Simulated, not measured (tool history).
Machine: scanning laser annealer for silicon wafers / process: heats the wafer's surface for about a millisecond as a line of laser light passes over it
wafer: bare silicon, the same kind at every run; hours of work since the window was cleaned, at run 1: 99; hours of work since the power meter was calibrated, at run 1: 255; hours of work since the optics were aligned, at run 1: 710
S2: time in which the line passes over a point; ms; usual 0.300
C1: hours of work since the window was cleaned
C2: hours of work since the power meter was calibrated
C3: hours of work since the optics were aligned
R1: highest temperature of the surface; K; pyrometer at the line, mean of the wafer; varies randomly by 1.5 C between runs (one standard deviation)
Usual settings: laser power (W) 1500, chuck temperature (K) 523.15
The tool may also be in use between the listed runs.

{"run": 1, "hour": 0.0, "laser power (W)": 1500, "S2": 0.3, "chuck temperature (K)": 523.15, "C1": 99, "C2": 255, "C3": 710, "R1": 1328.15}
{"run": 2, "hour": 34.5, "laser power (W)": 1500, "S2": 0.315, "chuck temperature (K)": 523.15, "C1": 115, "C2": 271, "C3": 726, "R1": 1347.15}
{"run": 3, "hour": 65.9, "laser power (W)": 1517, "S2": 0.3, "chuck temperature (K)": 523.15, "C1": 129, "C2": 285, "C3": 740, "R1": 1335.15}
{"run": 4, "hour": 92.5, "laser power (W)": 1638, "S2": 0.3, "chuck temperature (K)": 523.15, "C1": 141, "C2": 298, "C3": 752, "R1": 1424.15}
{"run": 5, "hour": 121.1, "laser power (W)": 1638, "S2": 0.3, "chuck temperature (K)": 523.15, "C1": 154, "C2": 311, "C3": 765, "R1": 1423.15}
{"run": 6, "hour": 158.0, "laser power (W)": 1500, "S2": 0.3, "chuck temperature (K)": 523.15, "C1": 171, "C2": 327, "C3": 782, "R1": 1321.15}
{"run": 7, "hour": 213.2, "laser power (W)": 1500, "S2": 0.3, "chuck temperature (K)": 523.15, "C1": 196, "C2": 352, "C3": 807, "R1": 1320.15}
{"hour": 237.9, "done": "optics aligned, line set to its width"}
{"run": 8, "hour": 275.7, "laser power (W)": 1500, "S2": 0.3, "chuck temperature (K)": 523.15, "C1": 222, "C2": 379, "C3": 17, "R1": 1334.15}
{"run": 9, "hour": 306.7, "laser power (W)": 1500, "S2": 0.3, "chuck temperature (K)": 523.15, "C1": 236, "C2": 393, "C3": 31, "R1": 1328.15}
{"run": 10, "hour": 337.0, "laser power (W)": 1500, "S2": 0.3, "chuck temperature (K)": 523.15, "C1": 250, "C2": 407, "C3": 45, "R1": 1330.15}
{"run": 11, "hour": 373.2, "laser power (W)": 1500, "S2": 0.3, "chuck temperature (K)": 523.15, "C1": 267, "C2": 423, "C3": 62, "R1": 1328.15}
{"run": 12, "hour": 398.1, "laser power (W)": 1339, "S2": 0.3, "chuck temperature (K)": 523.15, "C1": 278, "C2": 434, "C3": 73, "R1": 1216.15}
{"run": 13, "hour": 446.0, "laser power (W)": 1500, "S2": 0.3, "chuck temperature (K)": 536.15, "C1": 300, "C2": 456, "C3": 95, "R1": 1341.15}
{"run": 14, "hour": 480.3, "laser power (W)": 1500, "S2": 0.3, "chuck temperature (K)": 536.15, "C1": 315, "C2": 472, "C3": 110, "R1": 1340.15}
{"run": 15, "hour": 531.1, "laser power (W)": 1500, "S2": 0.3, "chuck temperature (K)": 523.15, "C1": 339, "C2": 495, "C3": 133, "R1": 1326.15}
{"run": 16, "hour": 574.7, "laser power (W)": 1500, "S2": 0.273, "chuck temperature (K)": 523.15, "C1": 358, "C2": 515, "C3": 153, "R1": 1281.15}
{"run": 17, "hour": 625.7, "laser power (W)": 1286, "S2": 0.3, "chuck temperature (K)": 523.15, "C1": 382, "C2": 538, "C3": 177, "R1": 1174.15}
{"hour": 631.1, "done": "laser's power meter calibrated"}
{"run": 18, "hour": 679.1, "laser power (W)": 1286, "S2": 0.3, "chuck temperature (K)": 523.15, "C1": 405, "C2": 22, "C3": 200, "R1": 1176.15}
{"run": 19, "hour": 715.3, "laser power (W)": 1286, "S2": 0.3, "chuck temperature (K)": 523.15, "C1": 421, "C2": 38, "C3": 216, "R1": 1173.15}
{"run": 20, "hour": 747.7, "laser power (W)": 1440, "S2": 0.3, "chuck temperature (K)": 523.15, "C1": 436, "C2": 53, "C3": 231, "R1": 1275.15}
{"run": 21, "hour": 779.1, "laser power (W)": 1471, "S2": 0.3, "chuck temperature (K)": 523.15, "C1": 450, "C2": 67, "C3": 245, "R1": 1301.15}
{"run": 22, "hour": 820.8, "laser power (W)": 1419, "S2": 0.329, "chuck temperature (K)": 529.15, "C1": 469, "C2": 86, "C3": 264, "R1": 1307.15}
{"run": 23, "hour": 862.6, "laser power (W)": 1419, "S2": 0.329, "chuck temperature (K)": 529.15, "C1": 488, "C2": 105, "C3": 283, "R1": 1306.15}
{"run": 24, "hour": 897.6, "laser power (W)": 1563, "S2": 0.368, "chuck temperature (K)": 550.15, "C1": 504, "C2": 121, "C3": 299, "R1": 1489.15}
{"run": 25, "hour": 927.8, "laser power (W)": 1625, "S2": 0.375, "chuck temperature (K)": 504.15, "C1": 518, "C2": 135, "C3": 313, "R1": 1505.15}

Run 26, settings as shown, results not yet in. Your forecast:
{"hour": 951.6, "done": "laser's power meter calibrated, once more"}
{"run": 26, "hour": 958.5, "laser power (W)": 1625, "S2": 0.375, "chuck temperature (K)": 504.15, "C1": 530, "C2": 3, "C3": 325, "R1": "?"}

For run 26 the tool returned R1 1502.15 K.
Had the tool carried no hidden state, the very same run would have given R1 1541.15 K.
